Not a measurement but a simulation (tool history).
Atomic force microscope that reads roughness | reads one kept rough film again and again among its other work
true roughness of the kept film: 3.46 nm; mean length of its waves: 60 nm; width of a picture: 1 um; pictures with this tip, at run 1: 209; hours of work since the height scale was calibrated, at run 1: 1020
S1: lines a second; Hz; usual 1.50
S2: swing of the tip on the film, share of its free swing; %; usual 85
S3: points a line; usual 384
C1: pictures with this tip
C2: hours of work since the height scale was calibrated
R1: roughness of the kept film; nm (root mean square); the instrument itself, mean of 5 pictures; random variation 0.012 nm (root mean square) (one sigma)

Run 1, day 0.000: usual settings; C1 209; C2 1020. Result: R1 2.734 nm (root mean square).
At day 0.996: new tip fitted.
Run 2, day 1.188: usual settings; C1 8; C2 1034. Result: R1 2.888 nm (root mean square).
Run 3, day 3.192: usual settings; C1 92; C2 1059. Result: R1 2.813 nm (root mean square).
Run 4, day 4.725: usual settings; C1 155; C2 1078. Result: R1 2.763 nm (root mean square).
Run 5, day 5.796: usual settings; C1 200; C2 1091. Result: R1 2.710 nm (root mean square).
At day 6.979: new tip fitted.
Run 6, day 7.308: usual settings but S3 715; C1 14; C2 1109. Result: R1 2.866 nm (root mean square).
Run 7, day 9.167: usual settings but S1 2.40 Hz; C1 91; C2 1132. Result: R1 2.600 nm (root mean square).
Run 8, day 10.888: usual settings but S2 62 %; C1 163; C2 1154. Result: R1 3.055 nm (root mean square).
At day 12.942: new tip fitted.
Run 9, day 13.079: usual settings but S3 273; C1 5; C2 1180. Result: R1 2.862 nm (root mean square).
Run 10, day 14.229: usual settings but S3 273; C1 53; C2 1194. Result: R1 2.834 nm (root mean square).
Run 11, day 16.288: usual settings but S3 273; C1 139; C2 1220. Result: R1 2.768 nm (root mean square).
Run 12, day 17.604: usual settings but S3 273; C1 193; C2 1236. Result: R1 2.746 nm (root mean square).
At day 18.900: new tip fitted.
Run 13, day 19.779: usual settings but S3 353; C1 37; C2 1263. Result: R1 2.842 nm (root mean square).
Run 14, day 21.662: usual settings but S3 353; C1 115; C2 1286. Result: R1 2.782 nm (root mean square).
Run 15, day 22.754: usual settings but S1 0.64 Hz, S2 60 %, S3 764; C1 161; C2 1299. Result: R1 3.151 nm (root mean square).
At day 24.142: height scale calibrated on a step standard.
At day 24.867: new tip fitted.
Run 16, day 24.912: usual settings but S2 65 %; C1 2; C2 9. Result: R1 3.203 nm (root mean square).
Run 17, day 26.338: usual settings but S1 2.26 Hz, S2 55 %, S3 609; C1 61; C2 27. Result: R1 3.175 nm (root mean square).
Run 18, day 27.546: usual settings but S1 2.26 Hz, S2 55 %, S3 609; C1 111; C2 42. Result: R1 3.159 nm (root mean square).
Run 19, day 29.792: usual settings but S1 2.71 Hz, S3 256; C1 205; C2 69. Result: R1 2.471 nm (root mean square).

Forecast run 20:
At day 30.762: new tip fitted.
Run 20, day 31.842: usual settings but S1 2.71 Hz, S3 256; C1 45; C2 94. Result: R1 ?.

R1: 2.564 nm (root mean square)
Without the tool's hidden state the same run would have given R1 2.604 nm (root mean square).
